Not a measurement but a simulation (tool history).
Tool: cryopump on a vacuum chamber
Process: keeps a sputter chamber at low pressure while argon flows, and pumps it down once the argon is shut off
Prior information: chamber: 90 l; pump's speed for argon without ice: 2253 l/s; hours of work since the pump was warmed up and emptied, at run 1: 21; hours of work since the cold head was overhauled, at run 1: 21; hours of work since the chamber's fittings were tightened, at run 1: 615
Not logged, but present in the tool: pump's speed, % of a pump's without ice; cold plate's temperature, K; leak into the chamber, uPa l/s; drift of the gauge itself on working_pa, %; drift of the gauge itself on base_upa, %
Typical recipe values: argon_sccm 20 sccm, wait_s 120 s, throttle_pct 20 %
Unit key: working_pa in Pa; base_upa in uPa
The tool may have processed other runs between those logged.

| run | hour | argon_sccm | wait_s | throttle_pct | hours of work since the pump was warmed up and emptied | hours of work since the cold head was overhauled | hours of work since the chamber's fittings were tightened | working_pa | base_upa |
|---|---|---|---|---|---|---|---|---|---|
| 1 | 0.0 | 20 | 120 | 20 | 21 | 21 | 615 | 0.0748 | 0.73 |
| 2 | 13.2 | 20 | 120 | 20 | 28 | 28 | 622 | 0.0742 | 0.78 |
| 3 | 25.3 | 20 | 120 | 20 | 35 | 35 | 629 | 0.0748 | 0.75 |
| 4 | 49.1 | 20 | 120 | 20 | 48 | 48 | 642 | 0.0760 | 0.78 |
| 5 | 75.9 | 20 | 120 | 48 | 63 | 63 | 656 | 0.0318 | 0.77 |
| 6 | 99.4 | 20 | 120 | 48 | 75 | 75 | 669 | 0.0315 | 0.82 |
| 7 | 120.1 | 12 | 120 | 48 | 87 | 87 | 680 | 0.0193 | 0.83 |
| 8 | 139.4 | 12 | 120 | 48 | 97 | 97 | 691 | 0.0195 | 0.83 |
| 9 | 153.8 | 20 | 120 | 20 | 105 | 105 | 699 | 0.0750 | 0.79 |
| 10 | 175.7 | 20 | 277 | 20 | 117 | 117 | 711 | 0.0759 | 0.73 |
| 11 | 201.9 | 11 | 120 | 20 | 131 | 131 | 725 | 0.0423 | 0.79 |
| 12 | 218.6 | 20 | 120 | 44 | 141 | 141 | 734 | 0.0352 | 0.83 |
| 13 | 244.0 | 20 | 120 | 20 | 154 | 154 | 748 | 0.0760 | 0.89 |
| 14 | 265.7 | 20 | 283 | 20 | 166 | 166 | 760 | 0.0752 | 0.73 |
| 15 | 282.6 | 20 | 238 | 20 | 176 | 176 | 769 | 0.0753 | 0.78 |
| 16 | 299.3 | 20 | 238 | 20 | 185 | 185 | 778 | 0.0762 | 0.80 |
| 17 | 317.8 | 14 | 21 | 41 | 195 | 195 | 788 | 0.0262 | 1.84 |
| 18 | 334.7 | 20 | 34 | 19 | 204 | 204 | 798 | 0.0805 | 1.37 |
| 19 | 361.2 | 32 | 31 | 29 | 219 | 219 | 812 | 0.0848 | 1.49 |
| 20 | 375.6 | 20 | 23 | 45 | 226 | 226 | 820 | 0.0346 | 1.77 |
| 21 | 390.4 | 33 | 33 | 20 | 234 | 234 | 828 | 0.1251 | 1.43 |
| 22 | 411.1 | 15 | 153 | 55 | 246 | 246 | 839 | 0.0208 | 0.91 |
| 23 | 434.5 | 10 | 153 | 27 | 259 | 259 | 852 | 0.0286 | 0.91 |
| 24 | 451.9 | 10 | 153 | 27 | 268 | 268 | 862 | 0.0284 | 0.91 |
| 25 | 467.4 | 10 | 153 | 27 | 277 | 277 | 870 | 0.0295 | 0.94 |
| 26 | 478.6 | 10 | 153 | 27 | 283 | 283 | 876 | 0.0280 | 0.94 |
| 27 | 501.4 | 10 | 153 | 27 | 295 | 295 | 889 | 0.0283 | 0.94 |
| 28 | 512.4 | 10 | 153 | 27 | 301 | 301 | 895 | 0.0285 | 0.97 |

Each row is a separate what-if for the run after 28, all from the same tool condition, not one after another. Results?
| A | 536.3 | 20 | 120 | 30 | 314 | 314 | 908 | ? | ? |
| B | 536.3 | 23 | 105 | 27 | 314 | 314 | 908 | ? | ? |
| C | 536.3 | 29 | 153 | 53 | 314 | 314 | 908 | ? | ? |
| D | 536.3 | 10 | 153 | 36 | 314 | 314 | 908 | ? | ? |

| run | working_pa | base_upa |
|---|---|---|
| A | 0.0512 | 1.03 |
| B | 0.0665 | 1.02 |
| C | 0.0430 | 0.95 |
| D | 0.0217 | 0.98 |
The same runs, with their run-to-run variation unchanged, on a tool lacking any hidden condition would have given:
| run | working_pa | base_upa |
|---|---|---|
| A | 0.0496 | 0.35 |
| B | 0.0647 | 0.35 |
| C | 0.0407 | 0.28 |
| D | 0.0209 | 0.30 |

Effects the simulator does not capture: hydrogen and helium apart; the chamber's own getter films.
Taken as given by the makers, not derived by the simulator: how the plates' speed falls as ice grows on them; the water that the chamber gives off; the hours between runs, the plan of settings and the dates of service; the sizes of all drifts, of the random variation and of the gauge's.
